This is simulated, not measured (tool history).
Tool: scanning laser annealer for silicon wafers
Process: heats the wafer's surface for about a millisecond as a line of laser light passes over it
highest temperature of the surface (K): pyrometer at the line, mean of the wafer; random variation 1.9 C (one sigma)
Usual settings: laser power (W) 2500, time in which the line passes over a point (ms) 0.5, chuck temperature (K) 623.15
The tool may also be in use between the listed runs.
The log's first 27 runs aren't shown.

run   hour  laser power (W)  time in which the line passes over a point (ms)  chuck temperature (K)  hours of work since the window was cleaned  hours of work since the power meter was calibrated  hours of work since the optics were aligned  highest temperature of the surface (K)
 28  362.5             2545                                            0.517                 646.15                                         355                                                 319                                          536                                 1506.15
 29  371.4             2193                                              0.5                 646.15                                         362                                                 326                                          543                                 1359.15
 30    380             2215                                              0.5                 646.15                                         368                                                 332                                          549                                 1368.15
 31    394             2540                                            0.489                 623.15                                         378                                                 342                                          559                                 1453.15
 32  407.1             2540                                            0.489                 623.15                                         387                                                 351                                          568                                 1455.15
 33  420.6             2500                                            0.511                 623.15                                         397                                                 361                                          578                                 1460.15
 34    431             2495                                            0.511                 595.15                                         404                                                 368                                          585                                 1429.15
 35  444.6             2495                                            0.511                 595.15                                         414                                                 378                                          595                                 1429.15
 36  462.8             2234                                            0.605                 595.15                                         427                                                 391                                          608                                 1391.15
 37  479.6             2128                                            0.474                 595.15                                         439                                                 403                                          620                                 1265.15
 38  495.1             2500                                            0.363                 616.15                                         450                                                 414                                          631                                 1328.15
 39  508.3             2287                                            0.541                 658.15                                         460                                                 424                                          641                                 1433.15

Forecast each of these 4 alternatives for the next run:
  A  525.8             2366                                            0.424                 663.15                                         472                                                 436                                          653                                       ?
  B  525.8             2652                                            0.541                 600.15                                         472                                                 436                                          653                                       ?
  C  525.8             2465                                              0.5                 623.15                                         472                                                 436                                          653                                       ?
  D  525.8             2554                                            0.476                 621.15                                         472                                                 436                                          653                                       ?

run  highest temperature of the surface (K)
  A                                 1385.15
  B                                 1518.15
  C                                 1432.15
  D                                 1448.15
Without the tool's hidden state the same runs would have given:
run  highest temperature of the surface (K)
  A                                 1386.15
  B                                 1519.15
  C                                 1433.15
  D                                 1449.15

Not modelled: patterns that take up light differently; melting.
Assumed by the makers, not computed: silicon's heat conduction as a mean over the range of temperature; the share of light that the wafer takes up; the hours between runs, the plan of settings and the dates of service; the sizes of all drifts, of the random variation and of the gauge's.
